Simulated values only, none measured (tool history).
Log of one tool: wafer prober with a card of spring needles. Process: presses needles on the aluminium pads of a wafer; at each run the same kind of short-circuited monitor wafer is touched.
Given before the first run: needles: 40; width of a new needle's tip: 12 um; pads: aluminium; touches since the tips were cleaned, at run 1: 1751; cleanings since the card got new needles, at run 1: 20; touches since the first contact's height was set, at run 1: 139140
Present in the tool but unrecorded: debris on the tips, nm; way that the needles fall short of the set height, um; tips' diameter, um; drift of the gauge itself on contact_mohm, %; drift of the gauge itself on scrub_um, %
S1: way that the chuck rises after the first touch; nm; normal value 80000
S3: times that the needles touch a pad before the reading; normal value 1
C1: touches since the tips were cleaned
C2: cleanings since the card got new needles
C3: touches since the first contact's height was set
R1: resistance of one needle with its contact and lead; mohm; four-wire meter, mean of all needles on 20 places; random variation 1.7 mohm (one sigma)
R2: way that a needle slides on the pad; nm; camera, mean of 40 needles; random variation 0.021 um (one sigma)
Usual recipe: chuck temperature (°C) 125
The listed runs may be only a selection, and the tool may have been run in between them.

run 1 hour=0.0 | S1=80000 chuck_temperature_(°C)=125 S3=1 | C1=1751 C2=20 C3=139140 | R1=189 R2=10820
run 2 hour=28.0 | S1=80000 chuck_temperature_(°C)=125 S3=1 | C1=5440 C2=20 C3=142829 | R1=199 R2=10860
-- hour=30.7 tips cleaned on abrasive film
-- hour=39.4 height of the first contact set anew
run 3 hour=47.1 | S1=80000 chuck_temperature_(°C)=125 S3=1 | C1=2128 C2=21 C3=1025 | R1=216 R2=11000
run 4 hour=72.3 | S1=80000 chuck_temperature_(°C)=125 S3=1 | C1=5430 C2=21 C3=4327 | R1=212 R2=10930
-- hour=75.0 tips cleaned on abrasive film
run 5 hour=93.4 | S1=80000 chuck_temperature_(°C)=125 S3=1 | C1=2421 C2=22 C3=7095 | R1=193 R2=10970
-- hour=118.7 tips cleaned on abrasive film
run 6 hour=119.9 | S1=80000 chuck_temperature_(°C)=125 S3=1 | C1=166 C2=23 C3=10573 | R1=174 R2=10950
run 7 hour=146.0 | S1=80000 chuck_temperature_(°C)=125 S3=1 | C1=3591 C2=23 C3=13998 | R1=195 R2=10960
-- hour=159.1 tips cleaned on abrasive film, once more
run 8 hour=171.6 | S1=80000 chuck_temperature_(°C)=125 S3=1 | C1=1637 C2=24 C3=17352 | R1=185 R2=10930
run 9 hour=199.0 | S1=80000 chuck_temperature_(°C)=125 S3=1 | C1=5246 C2=24 C3=20961 | R1=203 R2=10900
-- hour=202.8 tips cleaned on abrasive film
run 10 hour=216.3 | S1=80000 chuck_temperature_(°C)=125 S3=1 | C1=1771 C2=25 C3=23225 | R1=186 R2=10950
run 11 hour=238.5 | S1=80000 chuck_temperature_(°C)=125 S3=1 | C1=4688 C2=25 C3=26142 | R1=203 R2=10960
-- hour=246.9 tips cleaned on abrasive film
run 12 hour=269.6 | S1=80000 chuck_temperature_(°C)=125 S3=1 | C1=2983 C2=26 C3=30220 | R1=198 R2=10950
-- hour=291.4 tips cleaned on abrasive film
run 13 hour=295.2 | S1=92000 chuck_temperature_(°C)=125 S3=1 | C1=500 C2=27 C3=33584 | R1=175 R2=12590
run 14 hour=318.8 | S1=65000 chuck_temperature_(°C)=125 S3=1 | C1=3605 C2=27 C3=36689 | R1=202 R2=8870
-- hour=336.2 tips cleaned on abrasive film
run 15 hour=342.7 | S1=65000 chuck_temperature_(°C)=95 S3=1 | C1=859 C2=28 C3=39818 | R1=176 R2=8850
run 16 hour=378.2 | S1=65000 chuck_temperature_(°C)=95 S3=1 | C1=5527 C2=28 C3=44486 | R1=199 R2=8860
-- hour=381.6 tips cleaned on abrasive film
run 17 hour=402.3 | S1=80000 chuck_temperature_(°C)=125 S3=1 | C1=2727 C2=29 C3=47645 | R1=192 R2=10940
run 18 hour=423.8 | S1=80000 chuck_temperature_(°C)=40 S3=1 | C1=5559 C2=29 C3=50477 | R1=185 R2=10940
-- hour=426.5 tips cleaned on abrasive film
run 19 hour=450.3 | S1=92000 chuck_temperature_(°C)=87 S3=1 | C1=3129 C2=30 C3=53945 | R1=185 R2=12510
-- hour=470.3 tips cleaned on abrasive film
run 20 hour=474.3 | S1=97000 chuck_temperature_(°C)=87 S3=2 | C1=523 C2=31 C3=57088 | R1=165 R2=13230
run 21 hour=504.5 | S1=93000 chuck_temperature_(°C)=43 S3=1 | C1=4496 C2=31 C3=61061 | R1=180 R2=12700
-- hour=514.2 tips cleaned on abrasive film
run 22 hour=524.0 | S1=93000 chuck_temperature_(°C)=105 S3=2 | C1=1290 C2=32 C3=63610 | R1=169 R2=12670
run 23 hour=551.1 | S1=97000 chuck_temperature_(°C)=38 S3=2 | C1=4864 C2=32 C3=67184 | R1=172 R2=13210
-- hour=557.7 tips cleaned on abrasive film
run 24 hour=571.4 | S1=97000 chuck_temperature_(°C)=38 S3=2 | C1=1792 C2=33 C3=69831 | R1=164 R2=13190
run 25 hour=594.6 | S1=71000 chuck_temperature_(°C)=84 S3=3 | C1=4855 C2=33 C3=72894 | R1=170 R2=9650
-- hour=601.5 tips cleaned on abrasive film
run 26 hour=629.6 | S1=95000 chuck_temperature_(°C)=70 S3=1 | C1=3701 C2=34 C3=77481 | R1=184 R2=12930
-- hour=647.4 tips cleaned on abrasive film
run 27 hour=658.2 | S1=100000 chuck_temperature_(°C)=70 S3=1 | C1=1425 C2=35 C3=81233 | R1=174 R2=13600
-- hour=691.9 tips cleaned on abrasive film
run 28 hour=693.4 | S1=82000 chuck_temperature_(°C)=106 S3=1 | C1=197 C2=36 C3=85854 | R1=169 R2=11150
run 29 hour=729.7 | S1=82000 chuck_temperature_(°C)=106 S3=1 | C1=4970 C2=36 C3=90627 | R1=200 R2=11140
-- hour=737.5 tips cleaned on abrasive film
run 30 hour=756.9 | S1=82000 chuck_temperature_(°C)=44 S3=1 | C1=2550 C2=37 C3=94192 | R1=177 R2=11120
-- hour=781.5 tips cleaned on abrasive film
run 31 hour=781.5 | S1=82000 chuck_temperature_(°C)=44 S3=1 | C1=0 C2=38 C3=97408 | R1=155 R2=11130
run 32 hour=811.7 | S1=93000 chuck_temperature_(°C)=97 S3=1 | C1=3978 C2=38 C3=101386 | R1=190 R2=12640
-- hour=826.4 tips cleaned on abrasive film
run 33 hour=838.6 | S1=93000 chuck_temperature_(°C)=97 S3=1 | C1=1603 C2=39 C3=104910 | R1=180 R2=12630
run 34 hour=859.0 | S1=87000 chuck_temperature_(°C)=71 S3=1 | C1=4295 C2=39 C3=107602 | R1=186 R2=11850
-- hour=872.1 tips cleaned on abrasive film
run 35 hour=890.2 | S1=97000 chuck_temperature_(°C)=36 S3=1 | C1=2390 C2=40 C3=111694 | R1=171 R2=13190

Results for each run, recomputed without the tool's hidden state and with each run's random variation untouched:
run=1 R1=167 R2=10960
run=2 R1=163 R2=10990
run=3 R1=168 R2=11000
run=4 R1=169 R2=10930
run=5 R1=167 R2=10980
run=6 R1=169 R2=10960
run=7 R1=165 R2=10970
run=8 R1=167 R2=10950
run=9 R1=169 R2=10920
run=10 R1=167 R2=10980
run=11 R1=170 R2=10990
run=12 R1=170 R2=10980
run=13 R1=166 R2=12630
run=14 R1=169 R2=8910
run=15 R1=162 R2=8890
run=16 R1=162 R2=8910
run=17 R1=166 R2=11000
run=18 R1=151 R2=11000
run=19 R1=159 R2=12570
run=20 R1=160 R2=13300
run=21 R1=150 R2=12770
run=22 R1=161 R2=12740
run=23 R1=153 R2=13290
run=24 R1=154 R2=13270
run=25 R1=158 R2=9730
run=26 R1=156 R2=13020
run=27 R1=158 R2=13700
run=28 R1=164 R2=11250
run=29 R1=166 R2=11230
run=30 R1=152 R2=11230
run=31 R1=152 R2=11250
run=32 R1=161 R2=12760
run=33 R1=163 R2=12750
run=34 R1=156 R2=11970
run=35 R1=149 R2=13320
